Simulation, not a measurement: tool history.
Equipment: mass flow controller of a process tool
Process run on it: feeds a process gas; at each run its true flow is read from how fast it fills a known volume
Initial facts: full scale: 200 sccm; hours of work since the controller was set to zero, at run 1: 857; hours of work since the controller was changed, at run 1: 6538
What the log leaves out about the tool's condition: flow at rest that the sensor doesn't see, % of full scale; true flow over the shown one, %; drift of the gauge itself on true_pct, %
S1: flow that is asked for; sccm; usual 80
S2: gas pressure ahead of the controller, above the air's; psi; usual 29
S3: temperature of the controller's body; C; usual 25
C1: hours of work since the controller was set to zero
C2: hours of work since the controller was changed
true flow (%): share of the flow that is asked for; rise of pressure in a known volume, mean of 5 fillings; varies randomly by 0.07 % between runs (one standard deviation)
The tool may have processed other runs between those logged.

run 1 hour=0 | S1=80 S2=29 S3=25 | C1=857 C2=6538 | true_flow_(%)=98.98
run 2 hour=129.6 | S1=80 S2=29 S3=25 | C1=960 C2=6641 | true_flow_(%)=99.1
run 3 hour=292.3 | S1=32 S2=29 S3=25 | C1=1090 C2=6770 | true_flow_(%)=98.64
run 4 hour=489.9 | S1=32 S2=29 S3=25 | C1=1247 C2=6927 | true_flow_(%)=98.83
run 5 hour=614 | S1=32 S2=29 S3=25 | C1=1345 C2=7026 | true_flow_(%)=98.61
run 6 hour=720.8 | S1=32 S2=29 S3=25 | C1=1430 C2=7111 | true_flow_(%)=98.8
run 7 hour=920.3 | S1=32 S2=29 S3=25 | C1=1589 C2=7269 | true_flow_(%)=98.88
run 8 hour=1122.3 | S1=32 S2=29 S3=25 | C1=1749 C2=7430 | true_flow_(%)=98.98
run 9 hour=1284.6 | S1=32 S2=29 S3=25 | C1=1878 C2=7559 | true_flow_(%)=98.87
run 10 hour=1447.4 | S1=32 S2=29 S3=25 | C1=2008 C2=7688 | true_flow_(%)=99
run 11 hour=1538.6 | S1=32 S2=29 S3=25 | C1=2080 C2=7761 | true_flow_(%)=99.12
run 12 hour=1625.1 | S1=80 S2=27 S3=25 | C1=2149 C2=7830 | true_flow_(%)=99.55
run 13 hour=1753.5 | S1=80 S2=27 S3=25 | C1=2251 C2=7932 | true_flow_(%)=99.61
run 14 hour=1881.2 | S1=58 S2=23.9 S3=25 | C1=2353 C2=8033 | true_flow_(%)=99.35
run 15 hour=1992.7 | S1=58 S2=23.9 S3=25 | C1=2441 C2=8122 | true_flow_(%)=99.33
run 16 hour=2141.4 | S1=95 S2=30.3 S3=26 | C1=2559 C2=8240 | true_flow_(%)=100.08
run 17 hour=2324 | S1=95 S2=30.3 S3=26 | C1=2705 C2=8385 | true_flow_(%)=100.23
run 18 hour=2509.2 | S1=95 S2=30.3 S3=31 | C1=2852 C2=8532 | true_flow_(%)=100.77
run 19 hour=2701.4 | S1=135 S2=33.9 S3=25 | C1=3005 C2=8685 | true_flow_(%)=100.62
run 20 hour=2854.9 | S1=135 S2=33.9 S3=25 | C1=3127 C2=8807 | true_flow_(%)=100.66
run 21 hour=3052 | S1=135 S2=33.9 S3=25 | C1=3283 C2=8964 | true_flow_(%)=101.03
run 22 hour=3179.8 | S1=97 S2=20.3 S3=37 | C1=3385 C2=9065 | true_flow_(%)=101.54
run 23 hour=3308 | S1=181 S2=28 S3=37 | C1=3487 C2=9167 | true_flow_(%)=102.63
run 24 hour=3429.7 | S1=80 S2=34.7 S3=25 | C1=3583 C2=9264 | true_flow_(%)=100.36
run 25 hour=3560.1 | S1=97 S2=25.5 S3=39 | C1=3687 C2=9368 | true_flow_(%)=102.07
run 26 hour=3663.3 | S1=97 S2=25.5 S3=39 | C1=3769 C2=9450 | true_flow_(%)=102.08

Forecast each of these 5 alternatives for the next run:
run A hour=3756.8 | S1=22 S2=33.1 S3=22 | C1=3844 C2=9524 | true_flow_(%)=?
run B hour=3756.8 | S1=90 S2=27 S3=27 | C1=3844 C2=9524 | true_flow_(%)=?
run C hour=3756.8 | S1=31 S2=37.1 S3=37 | C1=3844 C2=9524 | true_flow_(%)=?
run D hour=3756.8 | S1=97 S2=25.5 S3=31 | C1=3844 C2=9524 | true_flow_(%)=?
run E hour=3756.8 | S1=144 S2=29 S3=28 | C1=3844 C2=9524 | true_flow_(%)=?

run=A true_flow_(%)=99.66
run=B true_flow_(%)=100.69
run=C true_flow_(%)=101.63
run=D true_flow_(%)=101.27
run=E true_flow_(%)=101.38
Take away the tool's hidden state, keep each run's random variation, and the runs would have read:
run=A true_flow_(%)=98.2
run=B true_flow_(%)=99.18
run=C true_flow_(%)=100.12
run=D true_flow_(%)=99.74
run=E true_flow_(%)=99.84

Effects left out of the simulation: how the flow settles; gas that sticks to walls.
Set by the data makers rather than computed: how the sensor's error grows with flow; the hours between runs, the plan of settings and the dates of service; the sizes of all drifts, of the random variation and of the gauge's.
